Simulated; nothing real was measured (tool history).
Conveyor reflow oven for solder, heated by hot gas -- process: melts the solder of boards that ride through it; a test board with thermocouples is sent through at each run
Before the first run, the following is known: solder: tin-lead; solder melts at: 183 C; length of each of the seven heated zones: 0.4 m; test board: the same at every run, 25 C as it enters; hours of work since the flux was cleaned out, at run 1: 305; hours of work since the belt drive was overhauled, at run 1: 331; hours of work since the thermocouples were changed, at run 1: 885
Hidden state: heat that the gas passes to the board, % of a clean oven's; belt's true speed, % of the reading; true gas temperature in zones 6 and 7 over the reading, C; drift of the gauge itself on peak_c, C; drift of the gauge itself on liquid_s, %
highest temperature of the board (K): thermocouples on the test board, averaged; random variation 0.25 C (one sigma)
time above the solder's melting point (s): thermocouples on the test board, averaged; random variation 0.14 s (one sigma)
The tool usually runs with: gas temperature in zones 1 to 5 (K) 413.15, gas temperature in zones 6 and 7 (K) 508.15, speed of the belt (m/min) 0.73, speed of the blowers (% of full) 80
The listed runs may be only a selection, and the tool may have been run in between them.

run	hour	gas temperature in zones 1 to 5 (K)	gas temperature in zones 6 and 7 (K)	speed of the belt (m/min)	speed of the blowers (% of full)	hours of work since the flux was cleaned out	hours of work since the belt drive was overhauled	hours of work since the thermocouples were changed	highest temperature of the board (K)	time above the solder's melting point (s)
1	0	413.15	508.15	0.73	80	305	331	885	491.45	50.6
2	19.8	413.15	508.15	0.73	63	318	344	897	487.15	46.6
3	38.4	419.15	508.15	0.73	80	330	356	909	492.45	53.5
4	61.1	419.15	508.15	0.73	80	345	370	924	493.05	53.3
5	86.4	413.15	508.15	0.73	80	361	387	940	491.75	50.9
# hour 112.8: flux residue cleaned out of gas plates and filters
6	113.4	413.15	508.15	0.73	80	0	401	955	492.25	50.7
7	138.7	413.15	508.15	0.73	80	17	417	971	491.45	50.6
8	153.1	422.15	508.15	0.73	80	26	426	980	493.35	54.6
# hour 158.9: thermocouples of zones 6 and 7 changed
9	166.6	413.15	508.15	0.73	80	33	434	5	491.95	50.7
10	190.9	413.15	508.15	0.73	80	49	450	21	491.95	50.6
11	209	413.15	508.15	0.73	80	61	461	32	491.75	50.5
12	233.2	413.15	508.15	0.73	52	76	477	48	482.65	42.2
13	254.2	427.15	508.15	0.73	52	90	490	62	486.55	50.6
14	270	413.15	508.15	0.73	80	100	501	72	491.75	50.4
15	294.7	413.15	508.15	0.73	80	116	517	88	491.75	50.6
16	313.1	428.15	508.15	0.797	66	128	528	100	488.35	48.3
17	333.6	423.15	508.15	0.723	66	141	542	113	490.65	53
18	357.6	419.15	508.15	0.73	89	157	557	128	494.65	54.5
19	375.9	413.15	507.15	0.73	53	169	569	140	482.25	41.7
20	401.8	413.15	507.15	0.73	53	185	586	157	482.05	42.1
21	418.4	408.15	509.15	0.73	77	196	597	168	491.15	48.3
22	432.5	408.15	509.15	0.73	77	205	606	177	491.15	48.6
23	457.1	408.15	509.15	0.73	77	221	622	193	491.25	48.4
24	482.5	408.15	498.15	0.73	77	237	638	209	481.55	41.6
25	502.6	408.15	498.15	0.73	77	250	651	222	481.65	41.6
26	527.8	413.15	501.15	0.594	80	267	667	238	491.05	63.2
27	552.6	413.15	501.15	0.594	80	283	683	254	491.15	63.3
28	572.1	413.15	505.15	0.709	75	295	696	267	488.85	50.2
29	598.8	414.15	508.15	0.637	80	313	713	284	495.65	61.8
30	613.4	416.15	502.15	0.738	80	322	722	294	486.95	48

Forecast each of these 4 alternatives for the next run:
A	629.2	401.15	508.15	0.73	53	332	733	304	?	?
B	629.2	413.15	508.15	0.73	74	332	733	304	?	?
C	629.2	416.15	502.15	0.738	80	332	733	304	?	?
D	629.2	426.15	508.15	0.828	56	332	733	304	?	?

run	highest temperature of the board (K)	time above the solder's melting point (s)
A	479.85	36.2
B	490.15	49.6
C	486.85	47.7
D	482.55	40.9
Without the tool's unlogged condition, the same runs would have read:
run	highest temperature of the board (K)	time above the solder's melting point (s)
A	479.85	36.2
B	490.15	49.7
C	486.95	47.8
D	482.65	40.9

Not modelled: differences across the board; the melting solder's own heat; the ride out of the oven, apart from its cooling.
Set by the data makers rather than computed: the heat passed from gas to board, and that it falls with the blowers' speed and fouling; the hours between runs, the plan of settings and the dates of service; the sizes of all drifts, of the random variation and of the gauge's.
